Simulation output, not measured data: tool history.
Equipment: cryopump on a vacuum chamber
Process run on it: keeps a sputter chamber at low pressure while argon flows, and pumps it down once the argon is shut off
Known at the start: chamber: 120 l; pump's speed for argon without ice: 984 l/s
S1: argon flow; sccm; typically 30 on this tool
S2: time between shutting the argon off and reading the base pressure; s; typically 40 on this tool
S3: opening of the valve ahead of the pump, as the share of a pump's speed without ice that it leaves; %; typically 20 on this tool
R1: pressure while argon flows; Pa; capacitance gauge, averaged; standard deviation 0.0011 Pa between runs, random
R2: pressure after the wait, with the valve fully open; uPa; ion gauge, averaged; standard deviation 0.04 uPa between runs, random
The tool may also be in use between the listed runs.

Run 1, day 0.000: usual settings. Result: R1 0.2596 Pa, R2 3.40 uPa.
Run 2, day 0.612: usual settings. Result: R1 0.2582 Pa, R2 3.40 uPa.
Run 3, day 1.338: usual settings but S3 49 %. Result: R1 0.1063 Pa, R2 3.46 uPa.
Run 4, day 1.754: usual settings. Result: R1 0.2588 Pa, R2 3.43 uPa.
Run 5, day 2.662: usual settings but S3 43 %. Result: R1 0.1225 Pa, R2 3.28 uPa.
Run 6, day 3.200: usual settings but S3 43 %. Result: R1 0.1218 Pa, R2 3.42 uPa.
Run 7, day 4.050: usual settings but S1 45 sccm. Result: R1 0.3874 Pa, R2 3.40 uPa.
Run 8, day 4.554: usual settings but S2 202 s. Result: R1 0.2602 Pa, R2 1.23 uPa.
Run 9, day 4.975: usual settings but S2 202 s. Result: R1 0.2598 Pa, R2 1.19 uPa.
Run 10, day 5.596: usual settings but S2 128 s. Result: R1 0.2587 Pa, R2 1.52 uPa.
Run 11, day 6.242: usual settings but S2 128 s. Result: R1 0.2603 Pa, R2 1.54 uPa.
Run 12, day 6.983: usual settings but S2 128 s. Result: R1 0.2606 Pa, R2 1.54 uPa.
Run 13, day 7.788: usual settings but S2 128 s. Result: R1 0.2603 Pa, R2 1.53 uPa.
Run 14, day 8.475: usual settings but S2 128 s. Result: R1 0.2598 Pa, R2 1.53 uPa.
Run 15, day 8.933: usual settings but S2 128 s. Result: R1 0.2618 Pa, R2 1.56 uPa.
Run 16, day 9.579: usual settings. Result: R1 0.2612 Pa, R2 3.39 uPa.
Run 17, day 10.171: usual settings. Result: R1 0.2615 Pa, R2 3.35 uPa.
Run 18, day 10.746: usual settings but S1 39 sccm, S3 50 %. Result: R1 0.1399 Pa, R2 3.44 uPa.
Run 19, day 11.196: usual settings but S1 55 sccm, S2 30 s, S3 48 %. Result: R1 0.2029 Pa, R2 4.38 uPa.
Run 20, day 11.683: usual settings but S1 16 sccm, S2 45 s, S3 18 %. Result: R1 0.1556 Pa, R2 3.07 uPa.
Run 21, day 12.538: usual settings but S1 54 sccm, S2 99 s, S3 17 %. Result: R1 0.5506 Pa, R2 1.76 uPa.
Run 22, day 13.112: usual settings but S1 54 sccm, S2 99 s, S3 17 %. Result: R1 0.5509 Pa, R2 1.86 uPa.
Run 23, day 13.829: usual settings but S1 13 sccm, S2 33 s, S3 23 %. Result: R1 0.0986 Pa, R2 3.95 uPa.
Run 24, day 14.688: usual settings but S1 27 sccm, S2 35 s, S3 18 %. Result: R1 0.2610 Pa, R2 3.93 uPa.
Run 25, day 15.696: usual settings but S1 27 sccm, S2 107 s, S3 18 %. Result: R1 0.2611 Pa, R2 1.40 uPa.
Run 26, day 16.638: usual settings but S1 27 sccm, S2 107 s, S3 18 %. Result: R1 0.2643 Pa, R2 1.37 uPa.
Run 27, day 17.329: usual settings but S1 15 sccm, S2 74 s, S3 55 %. Result: R1 0.0494 Pa, R2 1.85 uPa.
Run 28, day 18.308: usual settings but S1 15 sccm, S2 226 s, S3 26 %. Result: R1 0.1013 Pa, R2 0.91 uPa.
Run 29, day 19.142: usual settings but S1 15 sccm, S2 226 s, S3 26 %. Result: R1 0.1022 Pa, R2 0.93 uPa.
Run 30, day 19.554: usual settings but S1 15 sccm, S2 128 s, S3 45 %. Result: R1 0.0595 Pa, R2 1.25 uPa.
Run 31, day 20.196: usual settings but S1 15 sccm, S2 128 s, S3 45 %. Result: R1 0.0604 Pa, R2 1.27 uPa.
Run 32, day 20.717: usual settings but S1 36 sccm, S2 128 s. Result: R1 0.3169 Pa, R2 1.25 uPa.
Run 33, day 21.171: usual settings but S1 36 sccm, S2 140 s, S3 25 %. Result: R1 0.2526 Pa, R2 1.19 uPa.

Withheld: 1 entry from between the runs. Position of each, and hidden state at the listed run before versus the listed run after:
In the gap between runs 24 and 25: leaking fittings of the chamber tightened, without venting (day 15.242)
  pump's speed, % of a pump's without ice: 92.4 -> 92; leak into the chamber, uPa l/s: 659 -> 353
  measured value less the no-hidden-state value, R1: +0.0041 -> +0.0042 Pa; R2: +0.44 -> +0.09 uPa
